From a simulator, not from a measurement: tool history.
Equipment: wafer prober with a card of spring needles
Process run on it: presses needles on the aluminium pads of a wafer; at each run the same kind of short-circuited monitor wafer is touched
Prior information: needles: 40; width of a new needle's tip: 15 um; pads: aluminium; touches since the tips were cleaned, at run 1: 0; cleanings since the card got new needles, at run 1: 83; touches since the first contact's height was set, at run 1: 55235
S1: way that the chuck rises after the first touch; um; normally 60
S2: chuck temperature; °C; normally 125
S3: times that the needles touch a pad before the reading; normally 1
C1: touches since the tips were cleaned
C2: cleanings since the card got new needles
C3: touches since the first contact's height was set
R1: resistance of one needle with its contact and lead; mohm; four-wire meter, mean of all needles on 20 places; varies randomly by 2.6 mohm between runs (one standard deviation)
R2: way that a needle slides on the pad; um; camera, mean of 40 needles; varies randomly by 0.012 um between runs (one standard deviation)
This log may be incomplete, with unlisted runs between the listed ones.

| run | day | S1 | S2 | S3 | C1 | C2 | C3 | R1 | R2 |
|---|---|---|---|---|---|---|---|---|---|
| 1 | 0.000 | 60 | 125 | 1 | 0 | 83 | 55235 | 320 | 10.72 |
|  | 0.592 | tips cleaned on abrasive film |
|  | 1.012 | height of the first contact set anew |
|  | 1.254 | tips cleaned on abrasive film |
| 2 | 1.325 | 60 | 93 | 1 | 1049 | 85 | 4662 | 335 | 10.76 |
|  | 1.875 | tips cleaned on abrasive film |
|  | 2.525 | tips cleaned on abrasive film |
| 3 | 2.883 | 60 | 93 | 1 | 5397 | 87 | 28162 | 392 | 10.72 |
|  | 3.158 | tips cleaned on abrasive film |
|  | 3.808 | tips cleaned on abrasive film |
|  | 4.462 | tips cleaned on abrasive film |
| 4 | 4.554 | 60 | 93 | 1 | 1401 | 90 | 53314 | 334 | 10.71 |
|  | 5.038 | tips cleaned on abrasive film |
|  | 5.642 | tips cleaned on abrasive film |
|  | 5.654 | height of the first contact set anew |
|  | 6.300 | tips cleaned on abrasive film |
| 5 | 6.429 | 60 | 93 | 1 | 1939 | 93 | 11706 | 353 | 10.78 |
|  | 6.946 | tips cleaned on abrasive film |
|  | 7.554 | tips cleaned on abrasive film |
|  | 8.104 | tips cleaned on abrasive film |
| 6 | 8.321 | 60 | 93 | 1 | 3266 | 96 | 40201 | 363 | 10.73 |
|  | 8.733 | tips cleaned on abrasive film |
|  | 9.342 | tips cleaned on abrasive film |
|  | 9.979 | tips cleaned on abrasive film |
|  | 10.254 | height of the first contact set anew |
| 7 | 10.346 | 60 | 93 | 1 | 5364 | 99 | 1396 | 401 | 10.79 |
|  | 10.579 | tips cleaned on abrasive film |
|  | 11.212 | tips cleaned on abrasive film |
|  | 11.762 | tips cleaned on abrasive film |
|  | 11.904 | tips cleaned on abrasive film, once more |
| 8 | 12.350 | 60 | 46 | 1 | 6752 | 103 | 31550 | 403 | 10.74 |
|  | 12.492 | tips cleaned on abrasive film |
|  | 13.117 | tips cleaned on abrasive film |
| 9 | 13.388 | 60 | 34 | 1 | 4109 | 105 | 47169 | 371 | 10.70 |
|  | 13.800 | tips cleaned on abrasive film |
|  | 14.462 | tips cleaned on abrasive film |
|  | 14.858 | height of the first contact set anew |
| 10 | 14.858 | 60 | 34 | 1 | 5778 | 107 | 0 | 395 | 10.78 |
|  | 15.071 | tips cleaned on abrasive film |
|  | 15.758 | tips cleaned on abrasive film |
| 11 | 16.142 | 60 | 49 | 1 | 5822 | 109 | 19327 | 387 | 10.77 |
|  | 16.350 | tips cleaned on abrasive film |
|  | 17.000 | tips cleaned on abrasive film |
|  | 17.612 | tips cleaned on abrasive film |
| 12 | 17.771 | 56 | 49 | 1 | 2416 | 112 | 43873 | 362 | 10.01 |
|  | 18.283 | tips cleaned on abrasive film |
| 13 | 18.754 | 60 | 125 | 1 | 7131 | 113 | 58708 | 416 | 10.71 |
|  | 18.883 | tips cleaned on abrasive film |
|  | 19.529 | tips cleaned on abrasive film |
|  | 19.542 | height of the first contact set anew |
|  | 20.196 | tips cleaned on abrasive film |
|  | 20.850 | tips cleaned on abrasive film |
| 14 | 20.933 | 60 | 125 | 1 | 1251 | 117 | 20973 | 344 | 10.76 |
|  | 21.533 | tips cleaned on abrasive film |
|  | 22.158 | tips cleaned on abrasive film |
| 15 | 22.225 | 60 | 125 | 1 | 1030 | 119 | 40461 | 350 | 10.72 |
|  | 22.746 | tips cleaned on abrasive film |
|  | 23.375 | tips cleaned on abrasive film |
| 16 | 23.904 | 60 | 125 | 1 | 8048 | 121 | 65816 | 424 | 10.71 |
|  | 24.046 | tips cleaned on abrasive film |
|  | 24.167 | height of the first contact set anew |
|  | 24.654 | tips cleaned on abrasive film |
|  | 25.225 | tips cleaned on abrasive film |
| 17 | 25.225 | 60 | 125 | 1 | 0 | 124 | 15948 | 324 | 10.74 |
|  | 25.883 | tips cleaned on abrasive film |
|  | 26.538 | tips cleaned on abrasive film |
|  | 27.204 | tips cleaned on abrasive film |
| 18 | 27.442 | 60 | 41 | 1 | 3618 | 127 | 49372 | 364 | 10.72 |
|  | 27.812 | tips cleaned on abrasive film |
|  | 28.496 | tips cleaned on abrasive film |
|  | 28.829 | height of the first contact set anew |
|  | 29.088 | tips cleaned on abrasive film |
| 19 | 29.521 | 60 | 41 | 1 | 6555 | 130 | 10391 | 403 | 10.77 |
|  | 29.662 | tips cleaned on abrasive film |
|  | 30.304 | tips cleaned on abrasive film |
|  | 30.871 | tips cleaned on abrasive film |
| 20 | 30.871 | 60 | 41 | 1 | 0 | 133 | 30661 | 290 | 10.73 |
|  | 31.462 | tips cleaned on abrasive film |
| 21 | 31.875 | 60 | 41 | 1 | 6283 | 134 | 45866 | 408 | 10.71 |
|  | 32.017 | tips cleaned on abrasive film |
|  | 32.671 | tips cleaned on abrasive film |
| 22 | 33.038 | 60 | 125 | 1 | 5584 | 136 | 63367 | 413 | 10.68 |
|  | 33.279 | tips cleaned on abrasive film |
|  | 33.429 | height of the first contact set anew |
|  | 33.842 | tips cleaned on abrasive film |
| 23 | 34.367 | 60 | 26 | 1 | 7946 | 138 | 14155 | 420 | 10.78 |
|  | 34.508 | tips cleaned on abrasive film |
|  | 35.192 | tips cleaned on abrasive film |
|  | 35.842 | tips cleaned on abrasive film |
|  | 36.417 | tips cleaned on abrasive film |
| 24 | 36.417 | 60 | 31 | 2 | 0 | 142 | 45018 | 283 | 10.72 |
|  | 37.104 | tips cleaned on abrasive film |
|  | 37.788 | tips cleaned on abrasive film |
|  | 38.046 | height of the first contact set anew |
|  | 38.450 | tips cleaned on abrasive film |
| 25 | 38.621 | 55 | 26 | 2 | 2589 | 145 | 8680 | 339 | 9.88 |
|  | 39.008 | tips cleaned on abrasive film |
|  | 39.642 | tips cleaned on abrasive film |
|  | 40.254 | tips cleaned on abrasive film |
|  | 40.892 | tips cleaned on abrasive film |
| 26 | 40.904 | 55 | 26 | 2 | 174 | 149 | 43081 | 300 | 9.82 |
|  | 41.542 | tips cleaned on abrasive film |
|  | 42.208 | tips cleaned on abrasive film |
|  | 42.683 | height of the first contact set anew |
| 27 | 42.683 | 55 | 26 | 2 | 7022 | 151 | 0 | 376 | 9.89 |
|  | 42.825 | tips cleaned on abrasive film |
|  | 43.462 | tips cleaned on abrasive film |
|  | 44.083 | tips cleaned on abrasive film |
| 28 | 44.200 | 49 | 106 | 1 | 1734 | 154 | 22795 | 383 | 8.78 |
|  | 44.746 | tips cleaned on abrasive film |
|  | 45.396 | tips cleaned on abrasive film |
| 29 | 45.800 | 45 | 95 | 1 | 6159 | 156 | 46969 | 520 | 8.04 |

Forecast each of these 3 alternatives for the next run:
|  | 46.062 | tips cleaned on abrasive film |
|  | 46.717 | tips cleaned on abrasive film |
| A | 46.738 | 62 | 31 | 3 | 333 | 158 | 61054 | ? | ? |
|  | 46.062 | tips cleaned on abrasive film |
|  | 46.717 | tips cleaned on abrasive film |
| B | 46.738 | 79 | 63 | 2 | 333 | 158 | 61054 | ? | ? |
|  | 46.062 | tips cleaned on abrasive film |
|  | 46.717 | tips cleaned on abrasive film |
| C | 46.738 | 72 | 115 | 3 | 333 | 158 | 61054 | ? | ? |

| run | R1 | R2 |
|---|---|---|
| A | 282 | 11.06 |
| B | 293 | 14.11 |
| C | 314 | 12.87 |
The same runs, with their run-to-run variation unchanged, on a tool lacking any hidden condition would have given:
| run | R1 | R2 |
|---|---|---|
| A | 269 | 11.14 |
| B | 280 | 14.19 |
| C | 304 | 12.96 |

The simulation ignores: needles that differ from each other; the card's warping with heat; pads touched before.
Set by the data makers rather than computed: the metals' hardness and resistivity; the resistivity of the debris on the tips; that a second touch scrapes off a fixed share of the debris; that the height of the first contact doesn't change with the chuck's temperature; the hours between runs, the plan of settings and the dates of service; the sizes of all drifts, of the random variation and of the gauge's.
